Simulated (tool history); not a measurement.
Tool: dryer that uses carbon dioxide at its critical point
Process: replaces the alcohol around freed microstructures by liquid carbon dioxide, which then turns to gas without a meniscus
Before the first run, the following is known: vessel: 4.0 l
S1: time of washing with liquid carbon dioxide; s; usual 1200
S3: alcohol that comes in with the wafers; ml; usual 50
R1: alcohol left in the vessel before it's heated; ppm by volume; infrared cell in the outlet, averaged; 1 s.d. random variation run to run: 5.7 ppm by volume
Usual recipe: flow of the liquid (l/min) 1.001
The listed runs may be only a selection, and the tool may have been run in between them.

run 1 hour=0.0 | S1=1200 flow_of_the_liquid_(l/min)=1.001 S3=50 | R1=382
run 2 hour=23.0 | S1=1200 flow_of_the_liquid_(l/min)=1.001 S3=50 | R1=389
run 3 hour=40.2 | S1=1200 flow_of_the_liquid_(l/min)=1.001 S3=50 | R1=403
run 4 hour=51.2 | S1=1200 flow_of_the_liquid_(l/min)=0.730 S3=50 | R1=870
run 5 hour=72.1 | S1=1200 flow_of_the_liquid_(l/min)=0.730 S3=50 | R1=886
run 6 hour=88.3 | S1=1200 flow_of_the_liquid_(l/min)=0.730 S3=50 | R1=923
run 7 hour=111.8 | S1=1200 flow_of_the_liquid_(l/min)=1.001 S3=37 | R1=366
run 8 hour=132.2 | S1=1200 flow_of_the_liquid_(l/min)=1.001 S3=50 | R1=424
run 9 hour=151.9 | S1=1200 flow_of_the_liquid_(l/min)=1.001 S3=50 | R1=455
run 10 hour=166.3 | S1=1200 flow_of_the_liquid_(l/min)=1.001 S3=50 | R1=425
run 11 hour=179.8 | S1=1200 flow_of_the_liquid_(l/min)=1.001 S3=52 | R1=473
run 12 hour=200.2 | S1=1200 flow_of_the_liquid_(l/min)=1.001 S3=52 | R1=480
run 13 hour=219.0 | S1=1200 flow_of_the_liquid_(l/min)=0.800 S3=50 | R1=793
run 14 hour=231.8 | S1=1200 flow_of_the_liquid_(l/min)=1.001 S3=50 | R1=475
run 15 hour=249.4 | S1=1200 flow_of_the_liquid_(l/min)=1.001 S3=50 | R1=494
run 16 hour=270.1 | S1=1200 flow_of_the_liquid_(l/min)=1.001 S3=50 | R1=510
run 17 hour=291.6 | S1=1200 flow_of_the_liquid_(l/min)=0.630 S3=50 | R1=1487
run 18 hour=309.2 | S1=1200 flow_of_the_liquid_(l/min)=0.630 S3=50 | R1=1470
run 19 hour=327.3 | S1=1200 flow_of_the_liquid_(l/min)=1.001 S3=50 | R1=515
run 20 hour=339.4 | S1=1200 flow_of_the_liquid_(l/min)=1.300 S3=50 | R1=329
run 21 hour=352.9 | S1=1200 flow_of_the_liquid_(l/min)=1.300 S3=50 | R1=323
run 22 hour=362.9 | S1=1200 flow_of_the_liquid_(l/min)=1.300 S3=50 | R1=334
run 23 hour=381.5 | S1=1200 flow_of_the_liquid_(l/min)=1.300 S3=50 | R1=346
run 24 hour=400.2 | S1=1200 flow_of_the_liquid_(l/min)=1.300 S3=50 | R1=345
run 25 hour=410.9 | S1=1200 flow_of_the_liquid_(l/min)=1.300 S3=50 | R1=346
run 26 hour=434.6 | S1=1620 flow_of_the_liquid_(l/min)=1.320 S3=82 | R1=290
-- hour=442.1 inlet filter changed
run 27 hour=453.9 | S1=1200 flow_of_the_liquid_(l/min)=1.001 S3=86 | R1=553
run 28 hour=467.7 | S1=780 flow_of_the_liquid_(l/min)=0.890 S3=45 | R1=1236
run 29 hour=485.8 | S1=1620 flow_of_the_liquid_(l/min)=1.420 S3=30 | R1=266
run 30 hour=496.5 | S1=1620 flow_of_the_liquid_(l/min)=1.420 S3=30 | R1=268
run 31 hour=520.0 | S1=1200 flow_of_the_liquid_(l/min)=1.001 S3=26 | R1=364
run 32 hour=534.2 | S1=1200 flow_of_the_liquid_(l/min)=1.001 S3=26 | R1=356
-- hour=556.7 purifier's bed changed
run 33 hour=559.3 | S1=1200 flow_of_the_liquid_(l/min)=1.330 S3=61 | R1=70
run 34 hour=571.4 | S1=900 flow_of_the_liquid_(l/min)=1.001 S3=36 | R1=409
run 35 hour=581.9 | S1=1200 flow_of_the_liquid_(l/min)=0.660 S3=50 | R1=905
run 36 hour=599.4 | S1=1620 flow_of_the_liquid_(l/min)=0.890 S3=78 | R1=162
run 37 hour=616.4 | S1=1620 flow_of_the_liquid_(l/min)=0.890 S3=78 | R1=172
run 38 hour=632.9 | S1=1860 flow_of_the_liquid_(l/min)=1.110 S3=50 | R1=30
run 39 hour=645.8 | S1=1860 flow_of_the_liquid_(l/min)=1.110 S3=50 | R1=40
run 40 hour=661.0 | S1=1020 flow_of_the_liquid_(l/min)=0.670 S3=100 | R1=2723
run 41 hour=685.8 | S1=1020 flow_of_the_liquid_(l/min)=0.670 S3=100 | R1=2675
run 42 hour=710.6 | S1=1560 flow_of_the_liquid_(l/min)=1.001 S3=21 | R1=59
run 43 hour=732.0 | S1=1560 flow_of_the_liquid_(l/min)=1.001 S3=21 | R1=73

Forecast each of these 4 alternatives for the next run:
run A hour=753.2 | S1=1560 flow_of_the_liquid_(l/min)=1.310 S3=47 | R1=?
run B hour=753.2 | S1=960 flow_of_the_liquid_(l/min)=1.001 S3=21 | R1=?
run C hour=753.2 | S1=1860 flow_of_the_liquid_(l/min)=0.980 S3=29 | R1=?
run D hour=753.2 | S1=780 flow_of_the_liquid_(l/min)=1.001 S3=21 | R1=?

run=A R1=61
run=B R1=266
run=C R1=58
run=D R1=449
Stripped of hidden state, with their random variation kept, the same runs would have yielded:
run=A R1=16
run=B R1=173
run=C R1=11
run=D R1=328
